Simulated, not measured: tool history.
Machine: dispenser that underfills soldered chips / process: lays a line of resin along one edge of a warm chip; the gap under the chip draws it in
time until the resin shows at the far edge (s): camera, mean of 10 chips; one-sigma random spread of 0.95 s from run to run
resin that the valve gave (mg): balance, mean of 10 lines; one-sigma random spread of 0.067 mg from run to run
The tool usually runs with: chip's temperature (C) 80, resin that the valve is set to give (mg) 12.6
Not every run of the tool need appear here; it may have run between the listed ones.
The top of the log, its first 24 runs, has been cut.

run   hour  chip's temperature (C)  resin that the valve is set to give (mg)  hours of work since the syringe was changed  hours of work since the valve was cleaned  hours of work since the stage was calibrated  time until the resin shows at the far edge (s)  resin that the valve gave (mg)
     152.1  -- dispensing valve cleaned and set on the balance
     155.4  -- new syringe of resin
 25  158.1                      79                                      11.7                                            2                                          3                                           211                                           103.7                           11.58
 26  166.5                      79                                      11.7                                            7                                          8                                           216                                           127.1                           11.59
     171.8  -- new syringe of resin
 27  175.5                      79                                      11.7                                            2                                         14                                           222                                           106.1                           11.59
 28  181.3                      65                                        13                                            6                                         17                                           225                                           222.2                           12.89
     188.2  -- new syringe of resin
 29  190.4                      79                                      12.5                                            1                                         22                                           230                                           101.8                           12.26
 30  195.3                      88                                      10.8                                            4                                         25                                           233                                            82.7                           10.51
     204.9  -- new syringe of resin
 31  204.9                      82                                      11.3                                            0                                         31                                           239                                            85.8                              11
 32  212.8                      77                                      15.3                                            5                                         36                                           244                                           123.9                           14.89

Estimate the outcome of run 33 from the log above:
 33  219.6                      73                                      11.2                                            9                                         40                                           248                                               ?                               ?

{"run 33": {"time until the resin shows at the far edge (s)": 187.5, "resin that the valve gave (mg)": 10.9}}
Had the tool carried no hidden state, the very same run would have given time until the resin shows at the far edge (s) 125.6, resin that the valve gave (mg) 11.23.
